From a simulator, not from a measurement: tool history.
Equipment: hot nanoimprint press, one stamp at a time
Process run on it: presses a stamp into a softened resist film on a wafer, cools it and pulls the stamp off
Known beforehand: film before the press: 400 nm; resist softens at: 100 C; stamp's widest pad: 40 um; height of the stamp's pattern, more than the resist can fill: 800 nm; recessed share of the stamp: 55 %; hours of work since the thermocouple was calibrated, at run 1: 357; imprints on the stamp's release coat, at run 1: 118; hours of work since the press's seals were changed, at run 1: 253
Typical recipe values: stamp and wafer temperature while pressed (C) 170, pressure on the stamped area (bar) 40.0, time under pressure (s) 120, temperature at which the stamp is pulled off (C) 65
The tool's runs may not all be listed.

run     day  stamp and wafer temperature while pressed (C)  pressure on the stamped area (bar)  time under pressure (s)  temperature at which the stamp is pulled off (C)  hours of work since the thermocouple was calibrated  imprints on the stamp's release coat  hours of work since the press's seals were changed  resist left under the stamp's widest pad (Å)  greatest force while the stamp is pulled off (N)
  1   0.000                                            170                                40.0                      120                                                65                                                  357                                   118                                                 253                                          2061                                               203
  2   0.412                                            170                                40.0                      127                                                65                                                  364                                   155                                                 260                                          2025                                               217
  3   0.783                                            170                                40.0                      120                                                62                                                  370                                   188                                                 265                                          2042                                               219
  4   1.208                                            170                                40.0                      120                                                65                                                  376                                   225                                                 272                                          2065                                               204
  5   1.696                                            170                                40.5                      120                                                65                                                  384                                   268                                                 280                                          2039                                               217
  6   2.125                                            162                                40.0                      120                                                65                                                  391                                   307                                                 287                                          2695                                               229
  7   2.442                                            162                                40.0                      120                                                65                                                  396                                   335                                                 292                                          2708                                               218
  8   2.929                                            162                                40.0                      120                                                65                                                  404                                   378                                                 300                                          2702                                               222
  9   3.417                                            170                                40.0                      120                                                65                                                  412                                   421                                                 307                                          2059                                               217
 10   3.767                                            170                                40.0                      120                                                65                                                  417                                   452                                                 313                                          2063                                               230
 11   4.367                                            170                                40.0                      120                                                65                                                  427                                   505                                                 323                                          2060                                               225
 12   4.967                                            170                                40.0                      120                                                65                                                  436                                   558                                                 332                                          2062                                               228
 13   5.225                                            170                                40.0                      120                                                65                                                  440                                   582                                                 336                                          2048                                               236
 14   5.558                                            170                                40.0                      120                                                60                                                  446                                   611                                                 342                                          2076                                               250
 15   6.121                                            159                                35.2                      120                                                65                                                  455                                   661                                                 350                                          3093                                               229
      6.292  -- plate thermocouple calibrated
 16   6.638                                            162                                35.2                      120                                                66                                                    6                                   695                                                 357                                          2887                                               238
 17   7.183                                            162                                35.2                      120                                                66                                                   14                                   744                                                 365                                          2887                                               238
      7.692  -- plate thermocouple calibrated, once more
 18   7.792                                            162                                35.2                      120                                                66                                                    2                                   787                                                 373                                          2798                                               235
 19   8.362                                            170                                31.5                      216                                                51                                                   11                                   837                                                 382                                          1892                                               304
 20   8.742                                            168                                33.3                      127                                                55                                                   17                                   871                                                 388                                          2349                                               296
 21   9.000                                            170                                40.0                      211                                                59                                                   21                                   894                                                 392                                          1671                                               273
 22   9.438                                            177                                38.6                      120                                                65                                                   28                                   933                                                 399                                          1614                                               241
 23   9.892                                            170                                40.0                      120                                                55                                                   35                                   973                                                 407                                          2033                                               302
 24  10.371                                            170                                40.0                      120                                                51                                                   43                                  1016                                                 414                                          2038                                               326
 25  10.833                                            166                                40.2                      166                                                58                                                   50                                  1057                                                 421                                          2123                                               292
 26  11.442                                            179                                51.8                      120                                                56                                                   60                                  1110                                                 431                                          1273                                               304
 27  11.929                                            179                                51.8                      120                                                56                                                   67                                  1154                                                 439                                          1278                                               299

Consider 3 possible next runs. They are alternatives, not a sequence: every one starts from the tool as it was left by run 27. What does each give?
  A  12.500                                            169                                36.1                      206                                                65                                                   77                                  1204                                                 448                                             ?                                                 ?
  B  12.500                                            176                                24.8                      120                                                54                                                   77                                  1204                                                 448                                             ?                                                 ?
  C  12.500                                            166                                40.0                      227                                                51                                                   77                                  1204                                                 448                                             ?                                                 ?

run  resist left under the stamp's widest pad (Å)  greatest force while the stamp is pulled off (N)
  A                                          1876                                               270
  B                                          2131                                               330
  C                                          1935                                               327
With the hidden condition removed and each run's random variation left untouched, the same runs would have given:
run  resist left under the stamp's widest pad (Å)  greatest force while the stamp is pulled off (N)
  A                                          1836                                               202
  B                                          2098                                               247
  C                                          1890                                               245

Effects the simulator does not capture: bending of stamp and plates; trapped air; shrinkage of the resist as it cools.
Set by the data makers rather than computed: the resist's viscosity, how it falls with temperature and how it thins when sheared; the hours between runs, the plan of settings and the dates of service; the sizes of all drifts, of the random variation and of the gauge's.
